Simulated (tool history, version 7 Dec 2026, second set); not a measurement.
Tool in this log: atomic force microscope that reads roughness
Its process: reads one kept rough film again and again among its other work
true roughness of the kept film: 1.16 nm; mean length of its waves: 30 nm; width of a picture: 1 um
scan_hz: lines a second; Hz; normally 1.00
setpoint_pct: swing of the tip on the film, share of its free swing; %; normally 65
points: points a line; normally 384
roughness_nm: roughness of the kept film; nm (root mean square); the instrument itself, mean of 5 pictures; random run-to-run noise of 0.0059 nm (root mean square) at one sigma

run	hour	scan_hz	setpoint_pct	points	roughness_nm
1	0.0	1.00	65	384	1.098
2	34.2	2.83	65	384	1.055
# hour 55.3: new tip fitted
3	73.5	2.83	65	384	1.057
4	95.4	1.48	65	384	1.085
5	130.2	1.00	65	384	1.092
6	174.6	1.60	65	384	1.098
7	203.5	1.60	65	384	1.083
# hour 208.5: new tip fitted
8	250.9	1.60	65	384	1.083
9	278.3	1.60	65	384	1.080
10	304.2	1.60	65	384	1.087
11	340.4	1.60	65	384	1.091
# hour 358.9: new tip fitted
12	389.9	1.60	65	1015	1.088
13	421.6	1.60	65	336	1.069
14	463.3	1.00	65	348	1.098
15	488.7	1.00	65	348	1.101
# hour 512.1: new tip fitted
16	526.9	1.00	65	262	1.088
17	561.2	1.00	65	262	1.089
18	601.2	3.18	65	384	1.059
19	643.0	2.46	65	384	1.068
# hour 661.7: new tip fitted
20	669.4	3.64	65	384	1.042
21	700.8	3.64	65	384	1.040
22	734.7	3.64	65	384	1.045
23	771.7	1.00	67	805	1.104
24	808.6	1.00	67	805	1.086
# hour 812.9: new tip fitted
25	855.6	2.34	81	384	0.999
26	904.3	2.93	60	886	1.080
27	938.2	2.93	60	886	1.079
# hour 964.5: new tip fitted
28	987.1	1.20	65	287	1.100
29	1036.1	1.20	65	287	1.094
30	1085.3	1.20	80	473	1.070
# hour 1117.6: new tip fitted
31	1132.8	3.30	58	417	1.077
32	1164.2	3.59	65	984	1.049
33	1206.5	1.39	58	390	1.079
34	1250.9	1.39	58	390	1.092
# hour 1267.3: new tip fitted
35	1276.3	1.39	58	390	1.095
36	1326.8	1.39	58	390	1.106
37	1371.9	1.39	58	390	1.096
38	1405.7	2.72	81	384	0.980
# hour 1417.3: new tip fitted
39	1455.8	1.33	65	671	1.096
40	1496.5	1.33	65	671	1.096
41	1533.7	1.10	75	671	1.081
# hour 1568.6: new tip fitted
42	1581.9	1.10	75	397	1.079
43	1602.9	1.10	75	397	1.080

Consider 3 possible next runs. They are alternatives, not a sequence: every one starts from the tool as it was left by run 43. What does each give?
A	1636.4	1.00	65	719	?
B	1636.4	0.85	84	294	?
C	1636.4	1.58	66	367	?

run	roughness_nm
A	1.105
B	1.065
C	1.082
Stripped of hidden state, with their random variation kept, the same runs would have yielded:
run	roughness_nm
A	1.108
B	1.068
C	1.085
